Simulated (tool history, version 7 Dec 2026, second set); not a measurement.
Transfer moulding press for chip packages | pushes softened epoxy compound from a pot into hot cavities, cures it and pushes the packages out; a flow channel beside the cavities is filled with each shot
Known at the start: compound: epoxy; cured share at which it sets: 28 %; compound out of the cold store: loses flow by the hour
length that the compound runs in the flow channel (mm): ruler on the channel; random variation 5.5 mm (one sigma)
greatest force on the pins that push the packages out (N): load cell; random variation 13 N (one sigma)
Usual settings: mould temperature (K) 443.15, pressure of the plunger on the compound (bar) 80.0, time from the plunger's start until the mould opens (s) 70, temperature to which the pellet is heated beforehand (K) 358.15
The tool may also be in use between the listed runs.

run,hour,mould temperature (K),pressure of the plunger on the compound (bar),time from the plunger's start until the mould opens (s),temperature to which the pellet is heated beforehand (K),incoming compound's hours out of the cold store,length that the compound runs in the flow channel (mm),greatest force on the pins that push the packages out (N)
1,0.0,443.15,80.0,70,358.15,34.1,540,921
# hour 2.3: cavities cleaned with cleaning compound and waxed
2,13.7,443.15,80.0,70,358.15,42.7,537,690
3,23.6,443.15,80.0,70,358.15,12.7,575,772
4,35.4,443.15,80.0,91,358.15,47.1,530,637
5,46.2,443.15,80.0,91,358.15,21.9,564,656
# hour 55.9: cavities cleaned with cleaning compound and waxed
6,61.1,443.15,80.0,70,358.15,16.9,567,650
7,76.2,443.15,80.0,70,358.15,41.3,534,726
8,85.7,443.15,80.0,70,358.15,39.4,535,814
9,94.4,443.15,80.0,70,358.15,12.2,580,888
10,104.6,443.15,80.0,70,358.15,44.5,528,933
# hour 108.0: mould's thermocouples calibrated
# hour 111.6: cavities cleaned with cleaning compound and waxed
11,115.9,443.15,80.0,70,358.15,34.5,535,637
12,127.7,443.15,80.9,70,358.15,11.4,560,761
13,143.2,443.15,80.9,70,358.15,22.1,556,843
14,158.7,443.15,80.0,70,358.15,32.5,529,904
# hour 165.0: cavities cleaned with cleaning compound and waxed
15,171.3,443.15,80.0,75,349.15,21.3,547,600
16,178.8,439.15,80.0,68,358.15,42.3,525,960
# hour 184.3: mould's thermocouples calibrated, once more
17,193.6,439.15,80.0,68,358.15,23.0,549,1182
18,201.1,443.15,87.3,106,362.15,29.7,561,592
19,214.0,439.15,84.3,106,351.15,41.1,534,663
# hour 220.5: cavities cleaned with cleaning compound and waxed
20,230.6,443.15,80.0,83,358.15,22.4,555,532
21,237.8,443.15,80.0,83,358.15,35.4,534,550
22,249.3,443.15,66.3,93,349.15,32.7,485,585
23,265.4,451.15,92.3,70,358.15,40.9,537,664
# hour 274.1: cavities cleaned with cleaning compound and waxed
24,277.0,451.15,92.3,70,358.15,38.3,547,467
25,291.8,443.15,87.4,70,358.15,36.1,532,757
26,302.8,450.15,64.1,92,356.15,37.4,458,576
27,312.1,446.15,99.8,50,367.15,45.5,562,1669

Measured less the same run without the tool's hidden state. The same run-to-run variation is in both; the gauge's scatter may not be:
The hidden state here: true mould temperature over the reading, C; pressure that reaches the compound, % of what is set; grip of the stained cavities, % over clean ones'; drift of the gauge itself on flow_mm, %; drift of the gauge itself on push_out_n, %.
run,length that the compound runs in the flow channel (mm),greatest force on the pins that push the packages out (N)
1,-20,+320
2,-21,+92
3,-24,+167
4,-23,+187
5,-27,+223
6,-28,+35
7,-29,+146
8,-30,+209
9,-34,+260
10,-31,+308
11,-34,+26
12,-36,+120
13,-38,+215
14,-39,+286
15,-42,+42
16,-41,+124
17,-44,+302
18,-45,+176
19,-45,+230
20,-48,+66
21,-47,+104
22,-44,+155
23,-53,+225
24,-55,+20
25,-56,+138
26,-48,+153
27,-61,+499
